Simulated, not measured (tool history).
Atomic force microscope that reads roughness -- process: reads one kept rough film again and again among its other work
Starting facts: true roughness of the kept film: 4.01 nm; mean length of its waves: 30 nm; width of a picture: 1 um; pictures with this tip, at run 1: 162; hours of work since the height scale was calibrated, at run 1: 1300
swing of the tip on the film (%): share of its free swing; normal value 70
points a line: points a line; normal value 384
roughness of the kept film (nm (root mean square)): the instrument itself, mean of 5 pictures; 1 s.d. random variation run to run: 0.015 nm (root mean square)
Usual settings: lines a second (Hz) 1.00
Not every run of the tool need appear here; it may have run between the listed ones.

| run | hour | lines a second (Hz) | swing of the tip on the film (%) | points a line | pictures with this tip | hours of work since the height scale was calibrated | roughness of the kept film (nm (root mean square)) |
|---|---|---|---|---|---|---|---|
| 1 | 0.0 | 1.00 | 70 | 384 | 162 | 1300 | 2.933 |
|  | 23.5 | new tip fitted |
| 2 | 48.3 | 1.00 | 70 | 384 | 28 | 1321 | 3.415 |
| 3 | 110.5 | 1.00 | 87 | 384 | 97 | 1348 | 2.979 |
| 4 | 186.7 | 1.00 | 87 | 384 | 182 | 1381 | 2.748 |
|  | 193.1 | new tip fitted |
| 5 | 243.8 | 1.00 | 87 | 384 | 57 | 1406 | 3.118 |
| 6 | 322.4 | 1.00 | 87 | 384 | 144 | 1440 | 2.868 |
|  | 365.5 | new tip fitted |
| 7 | 366.7 | 1.00 | 87 | 384 | 2 | 1459 | 3.318 |
| 8 | 444.1 | 0.92 | 87 | 384 | 88 | 1493 | 3.024 |
| 9 | 497.7 | 0.92 | 87 | 384 | 147 | 1516 | 2.809 |
|  | 537.0 | new tip fitted |
| 10 | 552.1 | 1.00 | 70 | 384 | 17 | 1540 | 3.459 |
| 11 | 633.1 | 1.00 | 70 | 384 | 107 | 1575 | 3.151 |
| 12 | 676.5 | 1.00 | 70 | 384 | 155 | 1594 | 3.013 |
|  | 707.8 | new tip fitted |
| 13 | 738.8 | 1.00 | 70 | 384 | 34 | 1621 | 3.358 |
|  | 766.9 | height scale calibrated on a step standard |
| 14 | 819.0 | 1.00 | 70 | 275 | 122 | 23 | 3.020 |
|  | 880.4 | new tip fitted |
| 15 | 886.6 | 1.57 | 57 | 965 | 7 | 52 | 3.526 |
| 16 | 953.7 | 0.58 | 70 | 384 | 81 | 81 | 3.274 |
| 17 | 1022.2 | 3.40 | 70 | 384 | 158 | 111 | 2.689 |
|  | 1049.8 | new tip fitted |
| 18 | 1090.4 | 3.40 | 64 | 969 | 45 | 141 | 3.133 |
| 19 | 1150.8 | 3.40 | 64 | 969 | 112 | 167 | 2.919 |
|  | 1219.6 | new tip fitted |
| 20 | 1219.6 | 2.01 | 66 | 384 | 0 | 197 | 3.420 |
| 21 | 1272.5 | 0.82 | 70 | 350 | 59 | 220 | 3.256 |
| 22 | 1333.0 | 3.76 | 75 | 317 | 126 | 246 | 2.604 |
|  | 1389.6 | new tip fitted |
| 23 | 1402.9 | 0.91 | 75 | 317 | 15 | 276 | 3.383 |
| 24 | 1460.6 | 0.91 | 75 | 317 | 79 | 302 | 3.128 |
| 25 | 1531.8 | 3.49 | 68 | 359 | 158 | 333 | 2.689 |
|  | 1563.7 | new tip fitted |
| 26 | 1596.6 | 1.09 | 57 | 820 | 37 | 361 | 3.454 |
| 27 | 1649.4 | 1.50 | 76 | 384 | 96 | 384 | 3.013 |

Forecast each of these 4 alternatives for the next run:
| A | 1723.9 | 3.20 | 72 | 354 | 178 | 416 | ? |
| B | 1723.9 | 2.65 | 89 | 672 | 178 | 416 | ? |
| C | 1723.9 | 1.00 | 63 | 383 | 178 | 416 | ? |
| D | 1723.9 | 1.50 | 74 | 314 | 178 | 416 | ? |

| run | roughness of the kept film (nm (root mean square)) |
|---|---|
| A | 2.593 |
| B | 2.316 |
| C | 2.935 |
| D | 2.801 |
Without the tool's unlogged condition, the same runs would have read:
| run | roughness of the kept film (nm (root mean square)) |
|---|---|
| A | 3.129 |
| B | 2.796 |
| C | 3.543 |
| D | 3.382 |
